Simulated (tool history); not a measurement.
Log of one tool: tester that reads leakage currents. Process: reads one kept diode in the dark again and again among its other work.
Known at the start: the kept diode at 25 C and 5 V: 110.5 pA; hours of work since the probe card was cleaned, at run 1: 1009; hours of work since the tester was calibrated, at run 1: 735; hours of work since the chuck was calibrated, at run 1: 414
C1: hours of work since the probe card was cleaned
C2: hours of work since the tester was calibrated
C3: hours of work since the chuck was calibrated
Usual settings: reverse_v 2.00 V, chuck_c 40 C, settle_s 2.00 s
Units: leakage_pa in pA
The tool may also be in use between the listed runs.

run 1 hour=0.0 | reverse_v=2.00 chuck_c=40 settle_s=2.00 | C1=1009 C2=735 C3=414 | leakage_pa=193.16
run 2 hour=234.2 | reverse_v=8.78 chuck_c=40 settle_s=2.00 | C1=1115 C2=840 C3=520 | leakage_pa=481.84
run 3 hour=378.2 | reverse_v=1.03 chuck_c=40 settle_s=2.00 | C1=1180 C2=905 C3=585 | leakage_pa=132.66
run 4 hour=501.5 | reverse_v=1.03 chuck_c=22 settle_s=2.00 | C1=1235 C2=961 C3=641 | leakage_pa=39.31
run 5 hour=736.0 | reverse_v=2.00 chuck_c=40 settle_s=0.59 | C1=1341 C2=1067 C3=746 | leakage_pa=204.89
run 6 hour=887.2 | reverse_v=1.54 chuck_c=40 settle_s=2.00 | C1=1409 C2=1135 C3=815 | leakage_pa=175.88
run 7 hour=1100.0 | reverse_v=2.00 chuck_c=41 settle_s=2.00 | C1=1505 C2=1231 C3=911 | leakage_pa=221.90
run 8 hour=1354.6 | reverse_v=2.00 chuck_c=41 settle_s=2.00 | C1=1620 C2=1346 C3=1026 | leakage_pa=225.21
run 9 hour=1583.7 | reverse_v=2.00 chuck_c=40 settle_s=9.73 | C1=1724 C2=1449 C3=1129 | leakage_pa=214.12
-- hour=1784.3 chuck's temperature calibrated
run 10 hour=1813.2 | reverse_v=2.00 chuck_c=40 settle_s=2.04 | C1=1826 C2=1552 C3=13 | leakage_pa=188.45
run 11 hour=1987.7 | reverse_v=2.00 chuck_c=40 settle_s=0.40 | C1=1905 C2=1631 C3=92 | leakage_pa=191.58
run 12 hour=2142.1 | reverse_v=2.00 chuck_c=40 settle_s=0.40 | C1=1975 C2=1701 C3=161 | leakage_pa=192.69
run 13 hour=2380.0 | reverse_v=2.00 chuck_c=40 settle_s=0.40 | C1=2082 C2=1808 C3=269 | leakage_pa=196.97
run 14 hour=2522.5 | reverse_v=2.00 chuck_c=40 settle_s=0.40 | C1=2146 C2=1872 C3=333 | leakage_pa=196.47
run 15 hour=2761.8 | reverse_v=2.00 chuck_c=40 settle_s=0.40 | C1=2254 C2=1980 C3=441 | leakage_pa=200.66
-- hour=2836.9 probe card cleaned and baked
run 16 hour=3020.5 | reverse_v=2.00 chuck_c=40 settle_s=6.07 | C1=83 C2=2096 C3=556 | leakage_pa=197.71
run 17 hour=3154.3 | reverse_v=1.69 chuck_c=40 settle_s=5.86 | C1=143 C2=2156 C3=617 | leakage_pa=180.83
run 18 hour=3337.9 | reverse_v=1.69 chuck_c=40 settle_s=5.86 | C1=226 C2=2239 C3=700 | leakage_pa=182.39
run 19 hour=3478.0 | reverse_v=1.69 chuck_c=42 settle_s=3.98 | C1=289 C2=2302 C3=763 | leakage_pa=209.62
run 20 hour=3717.2 | reverse_v=1.69 chuck_c=42 settle_s=3.98 | C1=397 C2=2410 C3=871 | leakage_pa=213.25
-- hour=3763.1 tester calibrated
run 21 hour=3917.5 | reverse_v=3.42 chuck_c=33 settle_s=2.88 | C1=487 C2=70 C3=960 | leakage_pa=179.13
run 22 hour=4095.6 | reverse_v=7.06 chuck_c=40 settle_s=0.53 | C1=567 C2=150 C3=1041 | leakage_pa=449.24
run 23 hour=4282.6 | reverse_v=2.00 chuck_c=44 settle_s=2.00 | C1=652 C2=234 C3=1125 | leakage_pa=274.49
-- hour=4493.9 chuck's temperature calibrated
run 24 hour=4544.5 | reverse_v=2.00 chuck_c=44 settle_s=2.00 | C1=769 C2=352 C3=23 | leakage_pa=239.58
run 25 hour=4789.0 | reverse_v=2.00 chuck_c=40 settle_s=0.38 | C1=879 C2=462 C3=133 | leakage_pa=190.59
run 26 hour=4995.4 | reverse_v=6.36 chuck_c=24 settle_s=2.00 | C1=972 C2=555 C3=226 | leakage_pa=132.28
run 27 hour=5188.2 | reverse_v=6.36 chuck_c=24 settle_s=2.00 | C1=1059 C2=642 C3=313 | leakage_pa=134.94
run 28 hour=5347.5 | reverse_v=6.36 chuck_c=24 settle_s=2.00 | C1=1131 C2=714 C3=385 | leakage_pa=136.94

The same runs without the tool's hidden state, with the same run-to-run variation:
The hidden state here: stray current of the dirty probe card, pA a volt; current scale over the true one, %; true chuck temperature over the reading, C; drift of the gauge itself on leakage_pa, %.
run=1 leakage_pa=181.37
run=2 leakage_pa=440.76
run=3 leakage_pa=121.94
run=4 leakage_pa=34.53
run=5 leakage_pa=183.37
run=6 leakage_pa=156.04
run=7 leakage_pa=194.31
run=8 leakage_pa=194.35
run=9 leakage_pa=181.75
run=10 leakage_pa=181.54
run=11 leakage_pa=182.80
run=12 leakage_pa=182.06
run=13 leakage_pa=183.11
run=14 leakage_pa=180.89
run=15 leakage_pa=182.05
run=16 leakage_pa=181.31
run=17 leakage_pa=164.39
run=18 leakage_pa=164.07
run=19 leakage_pa=187.23
run=20 leakage_pa=187.75
run=21 leakage_pa=155.88
run=22 leakage_pa=389.77
run=23 leakage_pa=237.11
run=24 leakage_pa=234.77
run=25 leakage_pa=183.45
run=26 leakage_pa=119.05
run=27 leakage_pa=119.47
run=28 leakage_pa=119.36
